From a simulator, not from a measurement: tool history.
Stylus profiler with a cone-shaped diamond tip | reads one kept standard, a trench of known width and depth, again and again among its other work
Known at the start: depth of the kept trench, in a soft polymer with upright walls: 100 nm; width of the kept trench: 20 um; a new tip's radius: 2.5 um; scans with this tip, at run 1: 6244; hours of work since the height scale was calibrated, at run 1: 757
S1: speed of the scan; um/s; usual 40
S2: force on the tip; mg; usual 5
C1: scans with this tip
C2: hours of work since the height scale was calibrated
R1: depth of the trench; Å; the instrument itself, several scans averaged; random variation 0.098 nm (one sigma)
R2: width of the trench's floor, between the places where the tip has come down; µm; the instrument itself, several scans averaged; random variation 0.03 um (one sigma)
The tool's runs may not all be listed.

| run | hour | S1 | S2 | C1 | C2 | R1 | R2 |
|---|---|---|---|---|---|---|---|
| 1 | 0 | 40 | 5 | 6244 | 757 | 1014.2 | 17.9 |
| 2 | 59.8 | 40 | 5 | 6485 | 786 | 1013.1 | 17.86 |
| 3 | 140.6 | 110 | 5 | 6812 | 826 | 1013.8 | 17.58 |
| 4 | 191.6 | 110 | 5 | 7018 | 851 | 1011.7 | 17.53 |
| 5 | 282.4 | 13 | 5 | 7385 | 895 | 1014.5 | 17.93 |
| 6 | 371.3 | 40 | 10.64 | 7744 | 939 | 1018.9 | 17.87 |
| 7 | 443.3 | 40 | 10.64 | 8036 | 974 | 1019.7 | 17.89 |
| 8 | 528.3 | 40 | 10.64 | 8379 | 1016 | 1021.4 | 17.82 |
| 9 | 589.1 | 40 | 5 | 8625 | 1046 | 1016.4 | 17.74 |
| 10 | 644.3 | 98 | 5 | 8848 | 1073 | 1014.9 | 17.53 |
| 11 | 695.3 | 87 | 5 | 9054 | 1098 | 1015.2 | 17.53 |
| 12 | 782.4 | 87 | 5 | 9406 | 1140 | 1016.6 | 17.5 |
| 13 | 862.7 | 40 | 5 | 9731 | 1180 | 1014.6 | 17.7 |
| 14 | 937.4 | 40 | 12.01 | 10032 | 1216 | 1022.7 | 17.7 |
| 15 | 998.8 | 40 | 2.7 | 10281 | 1246 | 1012.7 | 17.52 |
| 16 | 1079.2 | 40 | 5 | 10606 | 1286 | 1015.9 | 17.64 |
| 17 | 1167.5 | 19 | 5 | 10962 | 1329 | 1015.3 | 17.72 |
| 18 | 1234.3 | 19 | 5 | 11233 | 1362 | 1015.5 | 17.68 |
| 19 | 1278.2 | 40 | 5 | 11410 | 1383 | 1014.8 | 17.56 |
|  | 1283.7 | height scale calibrated on a step standard |
| 20 | 1364.2 | 40 | 5 | 11756 | 39 | 1020.4 | 17.56 |
| 21 | 1471 | 40 | 5 | 12187 | 92 | 1021.8 | 17.54 |
| 22 | 1546.1 | 14 | 5 | 12491 | 129 | 1020.6 | 17.66 |
| 23 | 1619.6 | 15 | 9.92 | 12788 | 165 | 1026.3 | 17.68 |
| 24 | 1705 | 149 | 8.06 | 13133 | 206 | 1026.8 | 17.19 |
|  | 1711.3 | height scale calibrated on a step standard, once more |
| 25 | 1760.9 | 151 | 1.82 | 13357 | 24 | 1004.1 | 16.55 |
| 26 | 1845.8 | 40 | 2.49 | 13700 | 66 | 1007.7 | 17.39 |
| 27 | 1907.3 | 25 | 14.43 | 13949 | 96 | 1020.5 | 17.49 |
| 28 | 1983.2 | 12 | 14.43 | 14255 | 133 | 1018.6 | 17.54 |
| 29 | 2045.5 | 10 | 3.75 | 14507 | 164 | 1009.4 | 17.5 |
| 30 | 2121.9 | 10 | 3.75 | 14816 | 201 | 1007 | 17.49 |
| 31 | 2190.3 | 10 | 3.75 | 15092 | 235 | 1009.6 | 17.54 |
| 32 | 2275.7 | 138 | 6.7 | 15438 | 277 | 1013 | 16.96 |
| 33 | 2378.3 | 17 | 12.44 | 15852 | 327 | 1018.2 | 17.44 |
| 34 | 2440.8 | 17 | 12.44 | 16105 | 357 | 1018.1 | 17.4 |
| 35 | 2520.9 | 125 | 13.29 | 16429 | 397 | 1020.5 | 17.12 |
| 36 | 2607.3 | 16 | 3.29 | 16778 | 439 | 1009.6 | 17.33 |
| 37 | 2694.6 | 19 | 8.66 | 17131 | 482 | 1015.7 | 17.38 |
|  | 2718.8 | new tip fitted, height scale calibrated |
| 38 | 2778.9 | 68 | 3.2 | 243 | 29 | 1006.6 | 18.19 |
| 39 | 2879.7 | 77 | 4.17 | 651 | 79 | 1008.3 | 18.15 |
| 40 | 2950.9 | 18 | 11.26 | 939 | 114 | 1016.5 | 18.5 |
| 41 | 3024.9 | 13 | 4.59 | 1238 | 150 | 1008.4 | 18.39 |
| 42 | 3093.5 | 18 | 4.36 | 1515 | 184 | 1007.9 | 18.32 |
| 43 | 3149.7 | 40 | 9.41 | 1742 | 211 | 1014.9 | 18.25 |

How the hidden state differs across the entries between the runs, from the last listed run before each to the first after it:
Between runs 19 and 20: height scale calibrated on a step standard (hour 1283.7)
  radius of the tip, um: 6.41 -> 6.53; height scale over the true one, %: 0.684 -> 1.133
  measured less the result without the state, R1: +6.9 -> +11.4 Å; R2: -0.86 -> -0.88 µm
Between runs 24 and 25: height scale calibrated on a step standard, once more (hour 1711.3)
  radius of the tip, um: 7 -> 7.08; height scale over the true one, %: 1.217 -> 0.037
  measured less the result without the state, R1: +12.3 -> +0.3 Å; R2: -0.95 -> -0.97 µm
Between runs 37 and 38: new tip fitted, height scale calibrated (hour 2718.8)
  radius of the tip, um: 8.36 -> 2.58; height scale over the true one, %: 0.259 -> 0.026
  measured less the result without the state, R1: +2.7 -> +0.2 Å; R2: -1.18 -> -0.02 µm
